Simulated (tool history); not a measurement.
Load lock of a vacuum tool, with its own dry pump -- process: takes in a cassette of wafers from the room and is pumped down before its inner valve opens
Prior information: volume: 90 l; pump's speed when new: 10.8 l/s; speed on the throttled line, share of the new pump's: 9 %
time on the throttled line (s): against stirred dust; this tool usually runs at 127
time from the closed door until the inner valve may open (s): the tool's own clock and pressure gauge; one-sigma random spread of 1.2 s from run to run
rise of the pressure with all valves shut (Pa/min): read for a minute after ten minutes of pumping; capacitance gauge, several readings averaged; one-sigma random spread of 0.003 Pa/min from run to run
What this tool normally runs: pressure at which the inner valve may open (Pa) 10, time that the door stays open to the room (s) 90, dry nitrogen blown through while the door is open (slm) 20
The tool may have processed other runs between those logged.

run	hour	time on the throttled line (s)	pressure at which the inner valve may open (Pa)	time that the door stays open to the room (s)	dry nitrogen blown through while the door is open (slm)	incoming humidity of the room's air, %	time from the closed door until the inner valve may open (s)	rise of the pressure with all valves shut (Pa/min)
1	0	127	10	90	20	43.2	194.1	0.04
2	238.7	127	10	90	20	46.1	193.9	0.049
3	497.3	127	10	90	20	46.8	191.8	0.043
4	808.1	127	10	90	20	42.3	194.9	0.039
5	1040.1	210	10	90	20	43.9	269	0.043
6	1299.7	210	10	90	20	45.1	270.1	0.045
7	1531.2	210	10	90	20	44	270	0.045
8	1829.5	72	14	90	27	43.7	140.5	0.036
9	2036.7	72	7	71	31	42.6	146.3	0.03
10	2333.4	246	10	27	44	42.5	301.2	0.017

Estimate the outcome of run 11 from the log above:
11	2533.7	121	10	90	20	43.4	?	?

Run 11 gave time from the closed door until the inner valve may open (s) 190.4, rise of the pressure with all valves shut (Pa/min) 0.042.
Were there no unlogged condition in the tool, this run, its random variation unchanged, would have produced time from the closed door until the inner valve may open (s) 190.4, rise of the pressure with all valves shut (Pa/min) 0.041.
